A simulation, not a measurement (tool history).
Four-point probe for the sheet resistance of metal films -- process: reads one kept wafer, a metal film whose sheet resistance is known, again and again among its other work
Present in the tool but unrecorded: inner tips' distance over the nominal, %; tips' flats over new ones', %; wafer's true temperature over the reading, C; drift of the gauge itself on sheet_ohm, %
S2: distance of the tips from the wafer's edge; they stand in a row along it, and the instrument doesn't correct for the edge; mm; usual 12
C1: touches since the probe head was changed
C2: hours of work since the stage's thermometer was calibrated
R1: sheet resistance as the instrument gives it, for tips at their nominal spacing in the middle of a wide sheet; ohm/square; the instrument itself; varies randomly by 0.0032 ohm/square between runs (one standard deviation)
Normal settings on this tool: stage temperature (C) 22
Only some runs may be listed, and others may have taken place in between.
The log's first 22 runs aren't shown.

{"run": 23, "hour": 2118.9, "stage temperature (C)": 22, "S2": 45, "C1": 114259, "C2": 2645, "R1": 15.77288}
{"run": 24, "hour": 2257.8, "stage temperature (C)": 18, "S2": 11, "C1": 119611, "C2": 2743, "R1": 15.854979}
{"run": 25, "hour": 2383.3, "stage temperature (C)": 33, "S2": 8, "C1": 124446, "C2": 2832, "R1": 15.703079}
{"run": 26, "hour": 2461.8, "stage temperature (C)": 33, "S2": 8, "C1": 127472, "C2": 2888, "R1": 15.697666}
{"run": 27, "hour": 2552.1, "stage temperature (C)": 19, "S2": 14, "C1": 130951, "C2": 2952, "R1": 15.831584}
{"hour": 2604.3, "done": "stage's thermometer calibrated"}
{"run": 28, "hour": 2660.0, "stage temperature (C)": 21, "S2": 7, "C1": 135092, "C2": 40, "R1": 15.856428}
{"run": 29, "hour": 2770.2, "stage temperature (C)": 21, "S2": 7, "C1": 139336, "C2": 118, "R1": 15.85383}
{"run": 30, "hour": 2854.0, "stage temperature (C)": 24, "S2": 4, "C1": 142566, "C2": 177, "R1": 15.965772}
{"run": 31, "hour": 2992.1, "stage temperature (C)": 23, "S2": 7, "C1": 147887, "C2": 275, "R1": 15.833641}
{"run": 32, "hour": 3101.7, "stage temperature (C)": 23, "S2": 7, "C1": 152111, "C2": 353, "R1": 15.836562}
{"run": 33, "hour": 3231.3, "stage temperature (C)": 26, "S2": 16, "C1": 157106, "C2": 445, "R1": 15.735867}
{"run": 34, "hour": 3295.2, "stage temperature (C)": 28, "S2": 17, "C1": 159568, "C2": 490, "R1": 15.714893}
{"run": 35, "hour": 3361.3, "stage temperature (C)": 28, "S2": 17, "C1": 162115, "C2": 537, "R1": 15.714996}
{"run": 36, "hour": 3492.8, "stage temperature (C)": 28, "S2": 17, "C1": 167184, "C2": 631, "R1": 15.712714}
{"run": 37, "hour": 3582.5, "stage temperature (C)": 21, "S2": 8, "C1": 170638, "C2": 694, "R1": 15.83942}
{"run": 38, "hour": 3703.3, "stage temperature (C)": 19, "S2": 4, "C1": 175294, "C2": 780, "R1": 16.023673}
{"run": 39, "hour": 3800.9, "stage temperature (C)": 22, "S2": 3, "C1": 179057, "C2": 849, "R1": 16.145364}
{"run": 40, "hour": 3937.5, "stage temperature (C)": 20, "S2": 3, "C1": 184320, "C2": 946, "R1": 16.17518}
{"run": 41, "hour": 4021.2, "stage temperature (C)": 34, "S2": 12, "C1": 187546, "C2": 1006, "R1": 15.652479}
{"hour": 4080.5, "done": "new probe head fitted"}
{"run": 42, "hour": 4082.3, "stage temperature (C)": 24, "S2": 18, "C1": 71, "C2": 1048, "R1": 15.759786}
{"run": 43, "hour": 4190.1, "stage temperature (C)": 24, "S2": 31, "C1": 4226, "C2": 1125, "R1": 15.755891}
{"run": 44, "hour": 4283.0, "stage temperature (C)": 21, "S2": 6, "C1": 7806, "C2": 1191, "R1": 15.880125}
{"run": 45, "hour": 4400.9, "stage temperature (C)": 21, "S2": 6, "C1": 12348, "C2": 1274, "R1": 15.88697}

Each row is a separate what-if for the run after 45, all from the same tool condition, not one after another. Results?
{"run": "A", "hour": 4491.9, "stage temperature (C)": 26, "S2": 6, "C1": 15854, "C2": 1339, "R1": "?"}
{"run": "B", "hour": 4491.9, "stage temperature (C)": 25, "S2": 57, "C1": 15854, "C2": 1339, "R1": "?"}
{"run": "C", "hour": 4491.9, "stage temperature (C)": 29, "S2": 72, "C1": 15854, "C2": 1339, "R1": "?"}

run=A R1=15.820612
run=B R1=15.740119
run=C R1=15.689246
Without the tool's hidden state the same runs would have given:
run=A R1=15.819640
run=B R1=15.739153
run=C R1=15.688280
